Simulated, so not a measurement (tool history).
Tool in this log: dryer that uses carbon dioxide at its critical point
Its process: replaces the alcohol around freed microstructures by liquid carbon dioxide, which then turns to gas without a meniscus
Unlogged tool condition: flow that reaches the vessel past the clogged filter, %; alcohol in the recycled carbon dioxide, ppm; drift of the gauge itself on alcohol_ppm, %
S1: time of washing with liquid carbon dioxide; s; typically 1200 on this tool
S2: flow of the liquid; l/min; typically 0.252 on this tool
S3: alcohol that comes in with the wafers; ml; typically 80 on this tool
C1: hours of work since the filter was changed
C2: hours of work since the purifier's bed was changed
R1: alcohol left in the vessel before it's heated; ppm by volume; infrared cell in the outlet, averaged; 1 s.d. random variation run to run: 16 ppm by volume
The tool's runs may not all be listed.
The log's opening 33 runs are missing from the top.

Run 34, hour 779.7: usual settings but S2 0.368 l/min; C1 150; C2 131. Result: R1 189 ppm by volume.
Run 35, hour 803.4: usual settings but S2 0.334 l/min, S3 55 ml; C1 169; C2 149. Result: R1 231 ppm by volume.
Run 36, hour 823.6: usual settings but S1 720 s, S2 0.334 l/min, S3 55 ml; C1 184; C2 164. Result: R1 1992 ppm by volume.
Run 37, hour 842.0: usual settings but S1 720 s, S2 0.334 l/min, S3 55 ml; C1 198; C2 178. Result: R1 2022 ppm by volume.
Run 38, hour 866.7: usual settings but S1 720 s, S2 0.334 l/min, S3 55 ml; C1 217; C2 197. Result: R1 2009 ppm by volume.
Run 39, hour 894.2: usual settings but S1 720 s, S2 0.334 l/min, S3 55 ml; C1 238; C2 218. Result: R1 2075 ppm by volume.
Run 40, hour 919.7: usual settings but S1 840 s, S2 0.306 l/min, S3 30 ml; C1 257; C2 238. Result: R1 939 ppm by volume.
Run 41, hour 940.1: usual settings but S2 0.425 l/min, S3 76 ml; C1 273; C2 253. Result: R1 105 ppm by volume.
Run 42, hour 963.6: usual settings but S3 30 ml; C1 291; C2 271. Result: R1 531 ppm by volume.
Run 43, hour 991.4: usual settings but S1 1800 s, S2 0.219 l/min, S3 52 ml; C1 312; C2 292. Result: R1 282 ppm by volume.
Run 44, hour 1012.1: usual settings but S1 1020 s, S2 0.190 l/min; C1 328; C2 308. Result: R1 5687 ppm by volume.
Run 45, hour 1043.5: usual settings but S1 1020 s, S2 0.190 l/min; C1 352; C2 332. Result: R1 5815 ppm by volume.
Run 46, hour 1076.7: usual settings but S1 1020 s, S2 0.190 l/min; C1 377; C2 358. Result: R1 5813 ppm by volume.
Run 47, hour 1091.7: usual settings but S1 1020 s, S2 0.190 l/min; C1 389; C2 369. Result: R1 5949 ppm by volume.

Branching from run 47: 4 alternative next runs. What would each branch give?
Run A, hour 1110.7: usual settings but S1 1020 s, S2 0.190 l/min, S3 46 ml; C1 403; C2 384. Result: R1 ?.
Run B, hour 1110.7: usual settings but S1 1020 s, S2 0.304 l/min, S3 76 ml; C1 403; C2 384. Result: R1 ?.
Run C, hour 1110.7: usual settings but S1 900 s; C1 403; C2 384. Result: R1 ?.
Run D, hour 1110.7: usual settings but S1 1140 s, S2 0.190 l/min; C1 403; C2 384. Result: R1 ?.

run    R1
  A  3347
  B  1287
  C  3872
  D  4388
Had the tool no hidden state, the same runs would have come out as:
run    R1
  A  2636
  B   872
  C  2944
  D  3376

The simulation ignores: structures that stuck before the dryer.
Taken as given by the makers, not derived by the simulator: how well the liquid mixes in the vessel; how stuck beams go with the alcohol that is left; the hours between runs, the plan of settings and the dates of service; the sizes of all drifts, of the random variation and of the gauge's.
